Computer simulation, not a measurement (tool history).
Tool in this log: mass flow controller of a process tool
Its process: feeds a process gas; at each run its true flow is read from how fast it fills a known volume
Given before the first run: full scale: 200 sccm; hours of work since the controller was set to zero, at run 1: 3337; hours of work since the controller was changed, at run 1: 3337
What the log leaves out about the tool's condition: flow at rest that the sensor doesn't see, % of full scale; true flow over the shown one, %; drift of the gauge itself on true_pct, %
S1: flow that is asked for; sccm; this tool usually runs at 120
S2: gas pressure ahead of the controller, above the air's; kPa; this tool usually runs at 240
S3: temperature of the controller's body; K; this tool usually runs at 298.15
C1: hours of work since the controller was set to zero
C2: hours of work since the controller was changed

Run 1, hour 0.0: usual settings; C1 3337; C2 3337. Result: true flow (%) 96.99.
Run 2, hour 69.8: usual settings; C1 3367; C2 3367. Result: true flow (%) 97.00.
Run 3, hour 138.1: usual settings; C1 3396; C2 3396. Result: true flow (%) 96.87.
Run 4, hour 228.6: usual settings; C1 3434; C2 3434. Result: true flow (%) 96.81.
Run 5, hour 329.3: usual settings; C1 3476; C2 3476. Result: true flow (%) 96.64.
Run 6, hour 448.1: usual settings but S2 145 kPa; C1 3526; C2 3526. Result: true flow (%) 96.06.
Run 7, hour 555.7: usual settings but S2 197 kPa; C1 3571; C2 3571. Result: true flow (%) 96.39.
Run 8, hour 671.8: usual settings but S2 167 kPa; C1 3620; C2 3620. Result: true flow (%) 96.15.
Run 9, hour 791.2: usual settings; C1 3670; C2 3670. Result: true flow (%) 96.62.
Run 10, hour 877.1: usual settings; C1 3706; C2 3706. Result: true flow (%) 96.66.
Run 11, hour 949.5: usual settings; C1 3737; C2 3737. Result: true flow (%) 96.54.
Run 12, hour 1010.8: usual settings but S1 36 sccm; C1 3763; C2 3763. Result: true flow (%) 93.68.
Run 13, hour 1134.5: usual settings but S1 26 sccm; C1 3814; C2 3814. Result: true flow (%) 92.15.
Run 14, hour 1258.2: usual settings but S1 26 sccm; C1 3867; C2 3867. Result: true flow (%) 92.10.
Run 15, hour 1376.6: usual settings but S1 26 sccm, S2 248 kPa; C1 3916; C2 3916. Result: true flow (%) 92.03.
Run 16, hour 1496.2: usual settings but S1 166 sccm, S2 162 kPa; C1 3967; C2 3967. Result: true flow (%) 96.35.
Run 17, hour 1591.9: usual settings but S1 78 sccm, S2 178 kPa, S3 296.15 K; C1 4007; C2 4007. Result: true flow (%) 95.03.
At hour 1604.6: controller's zero set anew.
Run 18, hour 1687.0: usual settings but S1 78 sccm, S2 178 kPa, S3 296.15 K; C1 35; C2 4047. Result: true flow (%) 93.79.
Run 19, hour 1805.3: usual settings but S1 78 sccm, S2 178 kPa, S3 301.15 K; C1 84; C2 4096. Result: true flow (%) 93.81.
Run 20, hour 1862.0: usual settings but S1 78 sccm, S2 257 kPa, S3 293.15 K; C1 108; C2 4120. Result: true flow (%) 94.22.
Run 21, hour 1950.0: usual settings but S1 78 sccm, S2 257 kPa, S3 293.15 K; C1 145; C2 4157. Result: true flow (%) 94.21.
Run 22, hour 2054.7: usual settings but S1 78 sccm, S2 257 kPa; C1 189; C2 4201. Result: true flow (%) 94.30.
Run 23, hour 2125.2: usual settings but S1 94 sccm, S2 233 kPa, S3 302.15 K; C1 219; C2 4231. Result: true flow (%) 94.70.
At hour 2136.2: controller's zero set anew, once more.
Run 24, hour 2202.9: usual settings but S1 96 sccm, S2 172 kPa, S3 296.15 K; C1 28; C2 4263. Result: true flow (%) 96.52.
Run 25, hour 2267.0: usual settings but S2 195 kPa, S3 295.15 K; C1 55; C2 4290. Result: true flow (%) 96.71.
Run 26, hour 2392.6: usual settings but S1 194 sccm, S3 304.15 K; C1 108; C2 4343. Result: true flow (%) 97.59.
Run 27, hour 2512.7: usual settings but S1 58 sccm, S2 272 kPa; C1 158; C2 4394. Result: true flow (%) 96.83.

Predict each of these 3 candidate next runs independently; none follows another, all start after run 27:
Run A, hour 2599.2: usual settings but S1 175 sccm, S3 294.15 K; C1 195; C2 4430. Result: true flow (%) ?.
Run B, hour 2599.2: usual settings but S1 76 sccm, S2 223 kPa, S3 308.15 K; C1 195; C2 4430. Result: true flow (%) ?.
Run C, hour 2599.2: usual settings but S1 110 sccm, S2 273 kPa, S3 301.15 K; C1 195; C2 4430. Result: true flow (%) ?.

run  true flow (%)
  A          97.17
  B          96.94
  C          97.19
With the hidden condition removed and each run's random variation left untouched, the same runs would have given:
run  true flow (%)
  A         100.11
  B          99.95
  C         100.16

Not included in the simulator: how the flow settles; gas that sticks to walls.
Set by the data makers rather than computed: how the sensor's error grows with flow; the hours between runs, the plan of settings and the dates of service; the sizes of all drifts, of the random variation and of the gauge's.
